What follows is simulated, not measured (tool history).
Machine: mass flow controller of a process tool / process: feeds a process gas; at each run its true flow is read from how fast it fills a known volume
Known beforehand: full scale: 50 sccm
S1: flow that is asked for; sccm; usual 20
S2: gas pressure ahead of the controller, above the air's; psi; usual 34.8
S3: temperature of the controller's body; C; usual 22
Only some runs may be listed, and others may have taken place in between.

Run 1, hour 0.0: usual settings. Result: true flow (%) 97.82.
Run 2, hour 211.7: usual settings. Result: true flow (%) 97.68.
Run 3, hour 462.6: usual settings. Result: true flow (%) 97.61.
Run 4, hour 627.5: usual settings but S3 26 C. Result: true flow (%) 97.94.
Run 5, hour 738.7: usual settings but S3 26 C. Result: true flow (%) 97.98.
Run 6, hour 904.1: usual settings but S3 26 C. Result: true flow (%) 97.77.
At hour 923.6: controller's zero set anew.
Run 7, hour 1089.9: usual settings but S3 26 C. Result: true flow (%) 97.67.
Run 8, hour 1289.7: usual settings but S3 26 C. Result: true flow (%) 97.61.
Run 9, hour 1416.0: usual settings but S1 11 sccm, S2 25.1 psi, S3 26 C. Result: true flow (%) 96.91.
Run 10, hour 1667.6: usual settings but S1 11 sccm, S2 25.1 psi, S3 26 C. Result: true flow (%) 96.91.
Run 11, hour 1897.4: usual settings but S1 11 sccm, S2 25.1 psi, S3 36 C. Result: true flow (%) 97.78.
Run 12, hour 2128.3: usual settings but S1 32 sccm, S2 25.1 psi, S3 27 C. Result: true flow (%) 98.47.
At hour 2224.3: controller's zero set anew, once more.
Run 13, hour 2241.1: usual settings but S2 30.7 psi, S3 32 C. Result: true flow (%) 99.21.
Run 14, hour 2452.5: usual settings but S1 6 sccm, S2 30.7 psi, S3 20 C. Result: true flow (%) 97.73.
Run 15, hour 2597.3: usual settings but S1 6 sccm, S2 30.7 psi, S3 20 C. Result: true flow (%) 97.60.
Run 16, hour 2838.4: usual settings but S1 5 sccm, S2 37.0 psi, S3 31 C. Result: true flow (%) 98.36.

Each row is a separate what-if for the run after 16, all from the same tool condition, not one after another. Results?
Run A, hour 3069.0: usual settings but S1 44 sccm, S2 40.5 psi, S3 28 C. Result: true flow (%) ?.
Run B, hour 3069.0: usual settings but S1 5 sccm, S2 20.5 psi, S3 31 C. Result: true flow (%) ?.
Run C, hour 3069.0: usual settings but S1 49 sccm, S2 29.7 psi, S3 31 C. Result: true flow (%) ?.
Run D, hour 3069.0: usual settings but S1 15 sccm, S2 28.1 psi, S3 24 C. Result: true flow (%) ?.

run  true flow (%)
  A          98.91
  B          98.67
  C          99.48
  D          98.28
The same runs, with their run-to-run variation unchanged, on a tool lacking any hidden condition would have given:
run  true flow (%)
  A          99.98
  B         100.14
  C         100.55
  D          99.44
